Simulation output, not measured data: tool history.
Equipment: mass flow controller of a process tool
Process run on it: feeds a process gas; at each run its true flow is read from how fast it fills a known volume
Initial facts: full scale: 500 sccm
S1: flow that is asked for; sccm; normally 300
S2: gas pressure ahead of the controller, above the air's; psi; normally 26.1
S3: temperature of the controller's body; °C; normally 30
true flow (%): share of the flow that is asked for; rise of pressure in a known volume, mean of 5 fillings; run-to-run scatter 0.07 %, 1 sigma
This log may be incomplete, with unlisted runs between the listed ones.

Run 1, hour 0.0: usual settings. Result: true flow (%) 99.34.
Run 2, hour 48.9: usual settings. Result: true flow (%) 99.53.
Run 3, hour 106.2: usual settings. Result: true flow (%) 99.48.
Run 4, hour 188.0: usual settings. Result: true flow (%) 99.49.
Run 5, hour 269.5: usual settings. Result: true flow (%) 99.56.
Run 6, hour 335.0: usual settings. Result: true flow (%) 99.45.
Run 7, hour 379.8: usual settings. Result: true flow (%) 99.54.
Run 8, hour 440.1: usual settings. Result: true flow (%) 99.59.
Run 9, hour 501.6: usual settings. Result: true flow (%) 99.45.
Run 10, hour 551.0: usual settings. Result: true flow (%) 99.45.
Run 11, hour 633.7: usual settings. Result: true flow (%) 99.51.
Run 12, hour 692.7: usual settings. Result: true flow (%) 99.48.
Run 13, hour 748.6: usual settings. Result: true flow (%) 99.27.
Run 14, hour 805.5: usual settings but S2 28.6 psi. Result: true flow (%) 99.49.
Run 15, hour 879.0: usual settings. Result: true flow (%) 99.41.
Run 16, hour 954.8: usual settings. Result: true flow (%) 99.44.
Run 17, hour 1006.7: usual settings but S1 67 sccm. Result: true flow (%) 96.91.
Run 18, hour 1069.0: usual settings. Result: true flow (%) 99.42.
Run 19, hour 1120.2: usual settings but S3 40 °C. Result: true flow (%) 100.17.
Run 20, hour 1167.7: usual settings but S3 40 °C. Result: true flow (%) 100.21.
Run 21, hour 1213.0: usual settings but S1 394 sccm, S2 30.6 psi, S3 26 °C. Result: true flow (%) 99.85.
Run 22, hour 1271.4: usual settings but S1 166 sccm, S3 25 °C. Result: true flow (%) 98.15.
Run 23, hour 1331.6: usual settings but S1 361 sccm, S2 40.3 psi, S3 32 °C. Result: true flow (%) 100.53.
At hour 1336.8: controller's zero set anew.
Run 24, hour 1367.6: usual settings but S1 342 sccm, S2 40.3 psi, S3 23 °C. Result: true flow (%) 99.51.
Run 25, hour 1439.6: usual settings but S1 342 sccm, S2 40.3 psi, S3 23 °C. Result: true flow (%) 99.36.
Run 26, hour 1491.5: usual settings but S1 342 sccm, S2 40.3 psi, S3 23 °C. Result: true flow (%) 99.45.
Run 27, hour 1526.1: usual settings but S1 342 sccm, S2 40.3 psi, S3 23 °C. Result: true flow (%) 99.46.
At hour 1556.1: controller's zero set anew, once more.
Run 28, hour 1587.5: usual settings but S1 408 sccm. Result: true flow (%) 100.48.
Run 29, hour 1671.0: usual settings but S1 408 sccm. Result: true flow (%) 100.39.
Run 30, hour 1723.7: usual settings but S1 408 sccm. Result: true flow (%) 100.38.
Run 31, hour 1771.3: usual settings but S1 408 sccm. Result: true flow (%) 100.29.
Run 32, hour 1855.2: usual settings but S1 103 sccm, S2 29.2 psi, S3 38 °C. Result: true flow (%) 99.49.
Run 33, hour 1892.3: usual settings but S1 103 sccm, S2 29.2 psi, S3 38 °C. Result: true flow (%) 99.40.
Run 34, hour 1971.3: usual settings but S3 29 °C. Result: true flow (%) 99.91.
Run 35, hour 2005.9: usual settings but S1 51 sccm, S2 28.3 psi, S3 26 °C. Result: true flow (%) 97.79.
Run 36, hour 2070.3: usual settings but S1 356 sccm, S2 29.3 psi, S3 29 °C. Result: true flow (%) 100.17.

Consider 4 possible next runs. They are alternatives, not a sequence: every one starts from the tool as it was left by run 36. What does each give?
Run A, hour 2120.8: usual settings but S1 111 sccm, S2 31.3 psi, S3 28 °C. Result: true flow (%) ?.
Run B, hour 2120.8: usual settings but S1 356 sccm, S2 26.4 psi, S3 29 °C. Result: true flow (%) ?.
Run C, hour 2120.8: usual settings but S1 95 sccm. Result: true flow (%) ?.
Run D, hour 2120.8: usual settings but S1 292 sccm. Result: true flow (%) ?.

run  true flow (%)
  A          98.76
  B         100.20
  C          98.50
  D          99.79
With no hidden state in the tool, these same runs would have given:
run  true flow (%)
  A          98.28
  B          99.55
  C          98.06
  D          99.17
